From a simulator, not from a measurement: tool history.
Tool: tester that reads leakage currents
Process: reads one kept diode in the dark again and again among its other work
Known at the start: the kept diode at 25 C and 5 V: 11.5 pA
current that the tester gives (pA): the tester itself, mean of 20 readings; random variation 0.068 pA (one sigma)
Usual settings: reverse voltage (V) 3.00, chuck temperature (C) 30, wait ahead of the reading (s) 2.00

run   hour  reverse voltage (V)  chuck temperature (C)  wait ahead of the reading (s)  current that the tester gives (pA)
  1    0.0                 3.00                     30                           2.00                               17.77
  2   79.8                 3.00                     30                           2.84                               17.86
  3  179.6                 3.00                     30                           6.57                               17.87
  4  236.8                 3.00                     30                           2.00                               18.13
  5  297.5                 3.00                     30                           2.00                               18.24
  6  351.0                 3.00                     30                           2.00                               18.29
  7  403.6                 3.00                     30                           4.41                               18.37
     417.1  -- probe card cleaned and baked
  8  467.3                 3.00                     30                           4.41                               19.06
  9  520.5                 2.66                     30                           2.00                               18.23
     545.5  -- chuck's temperature calibrated
 10  572.1                 3.00                     30                           2.00                               17.54
     657.3  -- probe card cleaned and baked, once more
     687.1  -- tester calibrated
 11  687.1                 3.00                     30                           2.00                               15.30
 12  771.0                 3.00                     30                           2.00                               15.44
 13  874.4                 3.00                     30                           2.00                               15.70

The next listed run, before its measurement:
 14  983.0                 3.00                     30                           9.97                                   ?

{"run 14": {"current that the tester gives (pA)": 15.74}}
Without the tool's hidden state the same run would have given current that the tester gives (pA) 15.24.

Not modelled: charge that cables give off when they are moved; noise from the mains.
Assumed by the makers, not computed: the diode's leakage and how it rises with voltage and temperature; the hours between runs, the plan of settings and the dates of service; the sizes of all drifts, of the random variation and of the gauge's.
